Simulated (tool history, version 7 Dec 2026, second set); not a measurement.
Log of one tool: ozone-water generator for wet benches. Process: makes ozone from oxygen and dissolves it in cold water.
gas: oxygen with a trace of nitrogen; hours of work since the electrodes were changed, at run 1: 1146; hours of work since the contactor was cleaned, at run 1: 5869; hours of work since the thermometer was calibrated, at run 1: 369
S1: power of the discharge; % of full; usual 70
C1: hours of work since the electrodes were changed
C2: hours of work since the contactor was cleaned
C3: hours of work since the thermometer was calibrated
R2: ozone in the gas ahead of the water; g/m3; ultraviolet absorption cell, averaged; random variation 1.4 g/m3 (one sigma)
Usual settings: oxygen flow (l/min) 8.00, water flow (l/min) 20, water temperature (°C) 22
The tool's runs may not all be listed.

Run 1, hour 0.0: usual settings; C1 1146; C2 5869; C3 369. Result: dissolved ozone (ppm) 25.9, R2 251.9 g/m3.
Run 2, hour 27.9: usual settings; C1 1171; C2 5894; C3 394. Result: dissolved ozone (ppm) 26.1, R2 254.1 g/m3.
Run 3, hour 66.8: usual settings; C1 1205; C2 5928; C3 428. Result: dissolved ozone (ppm) 25.8, R2 252.9 g/m3.
Run 4, hour 88.2: usual settings; C1 1223; C2 5947; C3 446. Result: dissolved ozone (ppm) 25.6, R2 249.4 g/m3.
Run 5, hour 122.7: usual settings; C1 1253; C2 5977; C3 477. Result: dissolved ozone (ppm) 25.5, R2 250.5 g/m3.
Run 6, hour 145.7: usual settings; C1 1274; C2 5997; C3 497. Result: dissolved ozone (ppm) 25.5, R2 250.7 g/m3.
Run 7, hour 174.4: usual settings; C1 1299; C2 6022; C3 522. Result: dissolved ozone (ppm) 25.3, R2 252.7 g/m3.
Run 8, hour 197.9: usual settings; C1 1319; C2 6042; C3 542. Result: dissolved ozone (ppm) 25.7, R2 251.2 g/m3.
Run 9, hour 244.2: usual settings but S1 75 % of full; C1 1360; C2 6083; C3 583. Result: dissolved ozone (ppm) 26.7, R2 258.0 g/m3.
Run 10, hour 276.7: usual settings but S1 75 % of full; C1 1388; C2 6111; C3 611. Result: dissolved ozone (ppm) 26.5, R2 258.5 g/m3.
Run 11, hour 317.6: usual settings; C1 1424; C2 6147; C3 647. Result: dissolved ozone (ppm) 25.5, R2 251.0 g/m3.
Run 12, hour 348.6: usual settings; C1 1451; C2 6174; C3 674. Result: dissolved ozone (ppm) 25.4, R2 251.8 g/m3.
Run 13, hour 386.2: usual settings but S1 47 % of full; C1 1484; C2 6207; C3 707. Result: dissolved ozone (ppm) 21.1, R2 204.8 g/m3.
Run 14, hour 408.1: usual settings but S1 47 % of full; C1 1503; C2 6226; C3 726. Result: dissolved ozone (ppm) 20.9, R2 205.5 g/m3.
Run 15, hour 437.9: usual settings but S1 47 % of full; C1 1529; C2 6252; C3 752. Result: dissolved ozone (ppm) 21.3, R2 206.6 g/m3.
Run 16, hour 465.1: usual settings but S1 47 % of full; C1 1553; C2 6276; C3 776. Result: dissolved ozone (ppm) 20.8, R2 207.0 g/m3.
Run 17, hour 494.6: usual settings but S1 47 % of full, oxygen flow (l/min) 4.18, water flow (l/min) 19, water temperature (°C) 19; C1 1579; C2 6302; C3 802. Result: dissolved ozone (ppm) 22.5, R2 281.8 g/m3.
Run 18, hour 522.1: usual settings but S1 61 % of full, oxygen flow (l/min) 4.18, water flow (l/min) 31, water temperature (°C) 18; C1 1603; C2 6326; C3 826. Result: dissolved ozone (ppm) 15.9, R2 320.8 g/m3.
Run 19, hour 557.4: usual settings but water flow (l/min) 12; C1 1634; C2 6357; C3 857. Result: dissolved ozone (ppm) 35.7, R2 251.0 g/m3.
Run 20, hour 579.6: usual settings but oxygen flow (l/min) 5.10, water flow (l/min) 22; C1 1653; C2 6376; C3 876. Result: dissolved ozone (ppm) 23.8, R2 309.1 g/m3.
Run 21, hour 599.4: usual settings but S1 63 % of full, oxygen flow (l/min) 9.49, water temperature (°C) 17; C1 1670; C2 6393; C3 893. Result: dissolved ozone (ppm) 25.8, R2 218.1 g/m3.
Run 22, hour 634.7: usual settings but oxygen flow (l/min) 6.16; C1 1701; C2 6424; C3 924. Result: dissolved ozone (ppm) 25.6, R2 281.3 g/m3.
At hour 638.3: water thermometer calibrated.
Run 23, hour 664.7: usual settings but S1 79 % of full, oxygen flow (l/min) 8.10, water flow (l/min) 17, water temperature (°C) 27; C1 1727; C2 6450; C3 23. Result: dissolved ozone (ppm) 27.1, R2 266.5 g/m3.
Run 24, hour 691.6: usual settings but oxygen flow (l/min) 8.73, water flow (l/min) 18; C1 1750; C2 6474; C3 47. Result: dissolved ozone (ppm) 26.9, R2 241.8 g/m3.
Run 25, hour 716.0: usual settings but S1 81 % of full, oxygen flow (l/min) 12.59, water flow (l/min) 32, water temperature (°C) 20; C1 1772; C2 6495; C3 68. Result: dissolved ozone (ppm) 18.9, R2 216.9 g/m3.
At hour 748.4: water thermometer calibrated, once more.
Run 26, hour 761.0: usual settings but S1 85 % of full, oxygen flow (l/min) 4.93; C1 1811; C2 6534; C3 11. Result: dissolved ozone (ppm) 27.5, R2 341.8 g/m3.
Run 27, hour 786.0: usual settings but oxygen flow (l/min) 4.46, water flow (l/min) 25, water temperature (°C) 26; C1 1833; C2 6556; C3 33. Result: dissolved ozone (ppm) 19.5, R2 330.5 g/m3.
Run 28, hour 812.9: usual settings but oxygen flow (l/min) 5.56, water flow (l/min) 25, water temperature (°C) 24; C1 1856; C2 6579; C3 56. Result: dissolved ozone (ppm) 20.7, R2 297.8 g/m3.
Run 29, hour 859.5: usual settings but S1 54 % of full, oxygen flow (l/min) 5.56, water flow (l/min) 16, water temperature (°C) 24; C1 1897; C2 6620; C3 97. Result: dissolved ozone (ppm) 25.8, R2 262.0 g/m3.
Run 30, hour 883.6: usual settings but S1 54 % of full, oxygen flow (l/min) 5.56, water flow (l/min) 16, water temperature (°C) 24; C1 1918; C2 6641; C3 118. Result: dissolved ozone (ppm) 25.6, R2 260.2 g/m3.
Run 31, hour 906.3: usual settings but S1 97 % of full, oxygen flow (l/min) 14.28, water flow (l/min) 25, water temperature (°C) 20; C1 1938; C2 6661; C3 138. Result: dissolved ozone (ppm) 24.9, R2 221.8 g/m3.
Run 32, hour 944.7: usual settings but S1 97 % of full, oxygen flow (l/min) 14.28, water flow (l/min) 25, water temperature (°C) 20; C1 1971; C2 6694; C3 172. Result: dissolved ozone (ppm) 24.9, R2 222.6 g/m3.

How the hidden state differs across the entries between the runs, from the last listed run before each to the first after it:
Between runs 22 and 23: water thermometer calibrated (hour 638.3)
  yield of the discharge, % of new electrodes': 97.7 -> 97.6; true water temperature over the reading, C: 0.09 -> 0.14
  measured less the result without the state, dissolved ozone (ppm): -2.6 -> -2.7; R2: -6.7 -> -6.8 g/m3
Between runs 25 and 26: water thermometer calibrated, once more (hour 748.4)
  yield of the discharge, % of new electrodes': 97.6 -> 97.5; contactor's efficiency, % of a clean one's: 88.4 -> 88.3; true water temperature over the reading, C: 0.14 -> 0
  measured less the result without the state, dissolved ozone (ppm): -2.2 -> -2.9; R2: -5.8 -> -9.6 g/m3
